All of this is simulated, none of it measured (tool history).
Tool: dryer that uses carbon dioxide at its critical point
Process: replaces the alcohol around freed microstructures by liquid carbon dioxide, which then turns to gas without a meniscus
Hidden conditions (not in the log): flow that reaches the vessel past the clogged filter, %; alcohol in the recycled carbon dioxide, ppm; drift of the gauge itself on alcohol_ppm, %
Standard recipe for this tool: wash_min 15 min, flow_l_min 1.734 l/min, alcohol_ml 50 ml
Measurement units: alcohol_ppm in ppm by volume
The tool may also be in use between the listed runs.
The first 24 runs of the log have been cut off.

run   hour  wash_min  flow_l_min  alcohol_ml  hours of work since the filter was changed  hours of work since the purifier's bed was changed  alcohol_ppm
 25  245.5        15       1.734          89                                         211                                                 227          202
 26  259.8        10        2.86          84                                         220                                                 236          121
 27  267.9        14        2.57          50                                         225                                                 241           48
 28  282.3        14        2.57          50                                         235                                                 251           57
 29  295.3        18        2.57          77                                         243                                                 259           35
 30  307.5        20        2.57          46                                         251                                                 267           33
 31  317.8        15       1.734          42                                         258                                                 274          128
 32  330.6        15       1.734          42                                         266                                                 283          131
 33  340.7        15        2.46          97                                         273                                                 289           65
     347.9  -- inlet filter changed
 34  350.4        10        1.63          36                                           2                                                 295          347
 35  360.2        10        1.63          36                                           8                                                 301          345
 36  368.7        10        2.77          73                                          14                                                 307          102
 37  377.6        10        2.77          73                                          19                                                 313           90
 38  383.9        10        2.77          73                                          24                                                 317          100
 39  392.4        20        1.69          31                                          29                                                 322           47
 40  399.8        16         1.5          74                                          34                                                 327          182
 41  406.3        24        1.19          92                                          38                                                 331          116
 42    416        19        2.49          29                                          45                                                 338           50
 43  429.9        17        1.33          59                                          54                                                 347          204
 44  443.3        18        2.02          59                                          63                                                 356           59
 45    451        18        2.02          59                                          68                                                 361           49
 46  462.9        18        2.02          59                                          75                                                 369           55
 47  471.1        18        2.02          59                                          81                                                 374           59

Forecast each of these 4 alternatives for the next run:
  A  483.9        15        2.04          59                                          89                                                 382            ?
  B  483.9        18        1.16          59                                          89                                                 382            ?
  C  483.9        18        1.07         119                                          89                                                 382            ?
  D  483.9        16        2.02          59                                          89                                                 382            ?

run  alcohol_ppm
  A           84
  B          289
  C          773
  D           74
Stripped of hidden state, with their random variation kept, the same runs would have yielded:
run  alcohol_ppm
  A           31
  B          204
  C          620
  D           23
